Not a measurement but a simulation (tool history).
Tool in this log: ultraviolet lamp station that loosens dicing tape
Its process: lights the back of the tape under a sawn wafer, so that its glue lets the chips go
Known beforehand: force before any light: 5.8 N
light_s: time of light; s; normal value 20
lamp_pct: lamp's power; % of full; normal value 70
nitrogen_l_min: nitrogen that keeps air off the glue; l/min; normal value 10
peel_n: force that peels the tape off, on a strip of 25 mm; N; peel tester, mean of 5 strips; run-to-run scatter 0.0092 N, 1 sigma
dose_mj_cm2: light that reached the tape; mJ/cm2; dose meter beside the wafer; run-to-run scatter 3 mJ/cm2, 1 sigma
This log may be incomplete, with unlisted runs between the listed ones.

| run | hour | light_s | lamp_pct | nitrogen_l_min | peel_n | dose_mj_cm2 |
|---|---|---|---|---|---|---|
| 1 | 0 | 20 | 70 | 10 | 0.371 | 433 |
| 2 | 9.2 | 20 | 70 | 4 | 0.769 | 440 |
| 3 | 14.6 | 20 | 70 | 4 | 0.746 | 434 |
| 4 | 25.4 | 25 | 70 | 10 | 0.279 | 548 |
| 5 | 32.1 | 25 | 70 | 10 | 0.295 | 541 |
| 6 | 39.1 | 20 | 70 | 10 | 0.388 | 436 |
| 7 | 46.3 | 20 | 70 | 10 | 0.388 | 433 |
| 8 | 54.3 | 24 | 70 | 10 | 0.293 | 525 |
| 9 | 65 | 20 | 70 | 10 | 0.39 | 437 |
| 10 | 73.7 | 20 | 70 | 10 | 0.401 | 439 |
| 11 | 84 | 20 | 70 | 10 | 0.376 | 439 |
| 12 | 94.8 | 20 | 70 | 10 | 0.393 | 436 |
| 13 | 103.7 | 20 | 70 | 10 | 0.39 | 436 |
| 14 | 111.1 | 20 | 70 | 10 | 0.395 | 440 |
| 15 | 117.4 | 20 | 70 | 10 | 0.387 | 441 |
| 16 | 126.5 | 20 | 70 | 10 | 0.368 | 438 |
| 17 | 137.1 | 20 | 70 | 10 | 0.38 | 433 |
| 18 | 142.9 | 20 | 70 | 10 | 0.388 | 437 |
| 19 | 149.1 | 20 | 70 | 10 | 0.406 | 431 |
| 20 | 156.5 | 20 | 70 | 10 | 0.375 | 437 |
| 21 | 166.9 | 24 | 70 | 10 | 0.297 | 523 |
| 22 | 174.8 | 24 | 70 | 10 | 0.302 | 524 |
| 23 | 180.4 | 24 | 70 | 10 | 0.295 | 522 |
| 24 | 190.2 | 35 | 62 | 5 | 0.323 | 681 |
| 25 | 196.2 | 35 | 62 | 5 | 0.316 | 677 |
| 26 | 201.6 | 35 | 62 | 5 | 0.323 | 675 |
| 27 | 210.7 | 28 | 84 | 10 | 0.252 | 738 |
| 28 | 218.6 | 39 | 66 | 5 | 0.262 | 797 |
| 29 | 225.1 | 11 | 70 | 10 | 1.029 | 239 |
| 30 | 230.3 | 33 | 76 | 8 | 0.249 | 778 |
| 31 | 241.1 | 33 | 76 | 8 | 0.233 | 782 |
| 32 | 251.1 | 33 | 65 | 4 | 0.367 | 670 |
| 33 | 256.2 | 34 | 75 | 3 | 0.352 | 793 |
| 34 | 264.7 | 20 | 70 | 9 | 0.417 | 435 |
| 35 | 276.3 | 23 | 66 | 11 | 0.328 | 477 |
| 36 | 284 | 18 | 73 | 4 | 0.858 | 411 |
| 37 | 292.6 | 17 | 65 | 18 | 0.388 | 344 |
| 38 | 302.2 | 17 | 65 | 18 | 0.403 | 347 |
| 39 | 309.2 | 17 | 65 | 18 | 0.388 | 342 |
| 40 | 317.2 | 30 | 70 | 19 | 0.23 | 655 |
| 41 | 322.7 | 20 | 60 | 7 | 0.649 | 374 |
| 42 | 329.5 | 20 | 70 | 4 | 0.758 | 440 |
| 43 | 340.9 | 20 | 70 | 4 | 0.74 | 438 |

Not shown here: 1 entry made in the log between runs. Locate each between two listed runs and compare the hidden state at the listed run before it with the hidden state at the listed run after it:
Logged between run 34 and run 35: window cleaned of glue's vapour (hour 275.3)
  light that the window lets through, % of a clean one's: 99.8 -> 100
